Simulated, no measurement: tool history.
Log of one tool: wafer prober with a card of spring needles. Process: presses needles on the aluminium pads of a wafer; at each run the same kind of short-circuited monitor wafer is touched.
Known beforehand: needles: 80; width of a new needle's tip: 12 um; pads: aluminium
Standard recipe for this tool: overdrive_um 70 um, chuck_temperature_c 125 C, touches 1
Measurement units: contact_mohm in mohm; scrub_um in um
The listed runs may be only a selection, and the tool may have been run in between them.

Run 1, day 0.000: usual settings. Result: contact_mohm 221 mohm, scrub_um 9.09 um.
At day 0.046: tips cleaned on abrasive film.
At day 0.217: tips cleaned on abrasive film.
At day 0.392: tips cleaned on abrasive film.
At day 0.604: tips cleaned on abrasive film.
Run 2, day 0.683: usual settings but chuck_temperature_c 29 C. Result: contact_mohm 198 mohm, scrub_um 9.08 um.
At day 0.812: tips cleaned on abrasive film.
At day 0.983: tips cleaned on abrasive film.
At day 1.154: tips cleaned on abrasive film.
At day 1.371: tips cleaned on abrasive film.
At day 1.583: tips cleaned on abrasive film.
At day 1.596: height of the first contact set anew.
At day 1.767: tips cleaned on abrasive film.
At day 1.942: tips cleaned on abrasive film.
Run 3, day 2.083: usual settings but chuck_temperature_c 47 C. Result: contact_mohm 207 mohm, scrub_um 9.45 um.
At day 2.129: tips cleaned on abrasive film.
At day 2.342: tips cleaned on abrasive film.
At day 2.512: tips cleaned on abrasive film.
At day 2.688: tips cleaned on abrasive film.
At day 2.858: tips cleaned on abrasive film.
Run 4, day 3.000: usual settings. Result: contact_mohm 223 mohm, scrub_um 9.39 um.
At day 3.046: tips cleaned on abrasive film.
At day 3.217: tips cleaned on abrasive film.
At day 3.433: tips cleaned on abrasive film.
At day 3.604: tips cleaned on abrasive film.
At day 3.817: tips cleaned on abrasive film.
At day 3.988: tips cleaned on abrasive film.
Run 5, day 4.158: usual settings but chuck_temperature_c 60 C. Result: contact_mohm 222 mohm, scrub_um 9.36 um.
At day 4.204: tips cleaned on abrasive film.
At day 4.375: tips cleaned on abrasive film.
At day 4.546: tips cleaned on abrasive film.
At day 4.762: tips cleaned on abrasive film.
At day 4.975: tips cleaned on abrasive film.
Run 6, day 4.988: usual settings. Result: contact_mohm 188 mohm, scrub_um 9.30 um.
At day 5.158: tips cleaned on abrasive film.
At day 5.371: tips cleaned on abrasive film.
At day 5.546: tips cleaned on abrasive film.
At day 5.717: tips cleaned on abrasive film.
Run 7, day 5.758: usual settings. Result: contact_mohm 196 mohm, scrub_um 9.30 um.
At day 5.929: tips cleaned on abrasive film.
At day 6.100: tips cleaned on abrasive film.
At day 6.312: tips cleaned on abrasive film.
At day 6.529: tips cleaned on abrasive film.
At day 6.742: tips cleaned on abrasive film.
At day 6.954: tips cleaned on abrasive film.
At day 7.171: tips cleaned on abrasive film.
At day 7.342: tips cleaned on abrasive film.
Run 8, day 7.383: usual settings but overdrive_um 67 um. Result: contact_mohm 198 mohm, scrub_um 8.78 um.
At day 7.554: tips cleaned on abrasive film.
At day 7.771: tips cleaned on abrasive film.
At day 7.983: tips cleaned on abrasive film.
At day 8.196: tips cleaned on abrasive film.
Run 9, day 8.321: usual settings but chuck_temperature_c 40 C, touches 2. Result: contact_mohm 189 mohm, scrub_um 9.16 um.
At day 8.408: tips cleaned on abrasive film.
At day 8.625: tips cleaned on abrasive film.
At day 8.838: tips cleaned on abrasive film.
At day 9.008: tips cleaned on abrasive film.
Run 10, day 9.033: usual settings but chuck_temperature_c 42 C. Result: contact_mohm 180 mohm, scrub_um 9.09 um.
At day 9.204: tips cleaned on abrasive film.
At day 9.375: tips cleaned on abrasive film.
At day 9.592: tips cleaned on abrasive film.
At day 9.762: tips cleaned on abrasive film.
At day 9.975: tips cleaned on abrasive film.
At day 10.150: tips cleaned on abrasive film.
Run 11, day 10.150: usual settings but chuck_temperature_c 42 C, touches 2. Result: contact_mohm 165 mohm, scrub_um 9.06 um.
At day 10.362: tips cleaned on abrasive film.
At day 10.375: height of the first contact set anew.
At day 10.546: tips cleaned on abrasive film.
At day 10.762: tips cleaned on abrasive film.
At day 10.933: tips cleaned on abrasive film.
At day 11.146: tips cleaned on abrasive film.
At day 11.362: tips cleaned on abrasive film.
At day 11.533: tips cleaned on abrasive film.
Run 12, day 11.662: usual settings but overdrive_um 65 um, chuck_temperature_c 42 C, touches 3. Result: contact_mohm 184 mohm, scrub_um 8.78 um.
At day 11.708: tips cleaned on abrasive film.
At day 11.925: tips cleaned on abrasive film.
At day 12.096: tips cleaned on abrasive film.
At day 12.308: tips cleaned on abrasive film.
At day 12.496: tips cleaned on abrasive film.
Run 13, day 12.496: usual settings but overdrive_um 61 um, chuck_temperature_c 43 C. Result: contact_mohm 176 mohm, scrub_um 8.13 um.
At day 12.708: tips cleaned on abrasive film.
At day 12.879: tips cleaned on abrasive film.
At day 13.096: tips cleaned on abrasive film.
At day 13.308: tips cleaned on abrasive film.
At day 13.521: tips cleaned on abrasive film.
At day 13.696: tips cleaned on abrasive film.
At day 13.908: tips cleaned on abrasive film.
Run 14, day 13.925: usual settings but overdrive_um 61 um, chuck_temperature_c 43 C. Result: contact_mohm 180 mohm, scrub_um 8.05 um.

What if the next run were any one of these 3? Each begins from the tool's condition after run 14:
At day 14.096: tips cleaned on abrasive film.
At day 14.312: tips cleaned on abrasive film.
At day 14.525: tips cleaned on abrasive film.
At day 14.696: tips cleaned on abrasive film.
At day 14.912: tips cleaned on abrasive film.
Run A, day 15.004: usual settings but overdrive_um 88 um, chuck_temperature_c 80 C. Result: contact_mohm ?, scrub_um ?.
At day 14.096: tips cleaned on abrasive film.
At day 14.312: tips cleaned on abrasive film.
At day 14.525: tips cleaned on abrasive film.
At day 14.696: tips cleaned on abrasive film.
At day 14.912: tips cleaned on abrasive film.
Run B, day 15.004: usual settings but overdrive_um 84 um. Result: contact_mohm ?, scrub_um ?.
At day 14.096: tips cleaned on abrasive film.
At day 14.312: tips cleaned on abrasive film.
At day 14.525: tips cleaned on abrasive film.
At day 14.696: tips cleaned on abrasive film.
At day 14.912: tips cleaned on abrasive film.
Run C, day 15.004: usual settings but overdrive_um 81 um, chuck_temperature_c 70 C. Result: contact_mohm ?, scrub_um ?.

run  contact_mohm  scrub_um
  A           193     11.69
  B           203     11.14
  C           197     10.74
Take away the tool's hidden state, keep each run's random variation, and the runs would have read:
run  contact_mohm  scrub_um
  A           169     11.91
  B           180     11.36
  C           169     10.95
